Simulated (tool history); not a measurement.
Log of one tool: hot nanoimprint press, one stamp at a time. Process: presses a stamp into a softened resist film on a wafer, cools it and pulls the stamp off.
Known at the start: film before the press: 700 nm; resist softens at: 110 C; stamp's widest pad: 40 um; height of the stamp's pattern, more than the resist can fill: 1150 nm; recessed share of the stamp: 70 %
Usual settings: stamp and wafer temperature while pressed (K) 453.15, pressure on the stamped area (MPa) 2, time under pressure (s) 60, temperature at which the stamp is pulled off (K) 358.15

| run | hour | stamp and wafer temperature while pressed (K) | pressure on the stamped area (MPa) | time under pressure (s) | temperature at which the stamp is pulled off (K) | resist left under the stamp's widest pad (angstrom) | greatest force while the stamp is pulled off (N) |
|---|---|---|---|---|---|---|---|
| 1 | 0 | 453.15 | 2 | 60 | 358.15 | 2705 | 258 |
|  | 17.4 | press's hydraulic seals changed and the load cell set to zero |
| 2 | 36.5 | 453.15 | 2 | 60 | 358.15 | 2634 | 270 |
|  | 50.9 | stamp cleaned and given a new release coat |
| 3 | 74.7 | 453.15 | 2 | 60 | 358.15 | 2638 | 247 |
| 4 | 99.1 | 453.15 | 2 | 60 | 358.15 | 2673 | 244 |
|  | 114.8 | plate thermocouple calibrated |
| 5 | 138.7 | 453.15 | 2 | 38 | 358.15 | 3054 | 246 |
| 6 | 159.4 | 453.15 | 2 | 60 | 358.15 | 2607 | 249 |
| 7 | 195.6 | 453.15 | 2 | 60 | 358.15 | 2615 | 242 |
| 8 | 234.8 | 453.15 | 2 | 60 | 358.15 | 2623 | 259 |
| 9 | 252.5 | 453.15 | 1.35 | 60 | 358.15 | 3215 | 257 |
| 10 | 276.8 | 453.15 | 1.35 | 60 | 358.15 | 3248 | 256 |
| 11 | 307 | 453.15 | 1.85 | 60 | 358.15 | 2789 | 260 |
| 12 | 330.9 | 453.15 | 1.85 | 60 | 358.15 | 2751 | 271 |
| 13 | 364.7 | 453.15 | 2 | 88 | 358.15 | 2329 | 266 |
|  | 379.9 | stamp cleaned and given a new release coat |
| 14 | 396.4 | 453.15 | 2 | 60 | 358.15 | 2654 | 236 |
| 15 | 437.7 | 453.15 | 2 | 60 | 358.15 | 2673 | 234 |
| 16 | 460.1 | 464.15 | 2 | 56 | 358.15 | 1993 | 239 |
| 17 | 491.6 | 464.15 | 2 | 56 | 358.15 | 2007 | 246 |

The next listed run, before its measurement:
| 18 | 522.6 | 464.15 | 2 | 56 | 358.15 | ? | ? |

Run 18 gave resist left under the stamp's widest pad (angstrom) 2002, greatest force while the stamp is pulled off (N) 256.
Without the tool's hidden state the same run would have given resist left under the stamp's widest pad (angstrom) 1915, greatest force while the stamp is pulled off (N) 236.
